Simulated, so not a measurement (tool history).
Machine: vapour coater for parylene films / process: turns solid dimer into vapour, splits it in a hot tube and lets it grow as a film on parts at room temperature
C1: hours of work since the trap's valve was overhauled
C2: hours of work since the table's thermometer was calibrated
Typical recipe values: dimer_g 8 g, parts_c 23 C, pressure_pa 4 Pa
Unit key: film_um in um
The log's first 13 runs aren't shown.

{"run": 14, "hour": 559.7, "dimer_g": 12, "parts_c": 23, "pressure_pa": 4, "C1": 136, "C2": 598, "film_um": 2.28}
{"run": 15, "hour": 590.1, "dimer_g": 12, "parts_c": 23, "pressure_pa": 4, "C1": 157, "C2": 620, "film_um": 2.26}
{"run": 16, "hour": 640.9, "dimer_g": 12, "parts_c": 23, "pressure_pa": 4, "C1": 194, "C2": 656, "film_um": 2.2}
{"hour": 645.1, "done": "table's thermometer calibrated"}
{"run": 17, "hour": 686.2, "dimer_g": 12, "parts_c": 23, "pressure_pa": 4, "C1": 226, "C2": 30, "film_um": 2.2}
{"run": 18, "hour": 727.0, "dimer_g": 8, "parts_c": 23, "pressure_pa": 4, "C1": 255, "C2": 59, "film_um": 1.45}
{"run": 19, "hour": 750.8, "dimer_g": 8, "parts_c": 23, "pressure_pa": 4, "C1": 272, "C2": 76, "film_um": 1.44}
{"hour": 779.1, "done": "table's thermometer calibrated, once more"}
{"run": 20, "hour": 779.1, "dimer_g": 8, "parts_c": 23, "pressure_pa": 4, "C1": 292, "C2": 0, "film_um": 1.39}
{"hour": 790.9, "done": "trap's valve overhauled"}
{"run": 21, "hour": 819.5, "dimer_g": 8, "parts_c": 23, "pressure_pa": 4, "C1": 21, "C2": 26, "film_um": 1.65}
{"run": 22, "hour": 851.2, "dimer_g": 8, "parts_c": 23, "pressure_pa": 2.89, "C1": 43, "C2": 49, "film_um": 1.7}
{"run": 23, "hour": 900.9, "dimer_g": 8, "parts_c": 23, "pressure_pa": 2.89, "C1": 79, "C2": 85, "film_um": 1.7}
{"run": 24, "hour": 950.4, "dimer_g": 9, "parts_c": 23, "pressure_pa": 4, "C1": 115, "C2": 120, "film_um": 1.74}

Predict the results of run 25:
{"run": 25, "hour": 983.6, "dimer_g": 3, "parts_c": 28, "pressure_pa": 2.15, "C1": 139, "C2": 144, "film_um": "?"}

For run 25 the tool returned film_um 0.6 um.
On a tool with no hidden condition, and with the same random variation, this run would have come out at film_um 0.64 um.
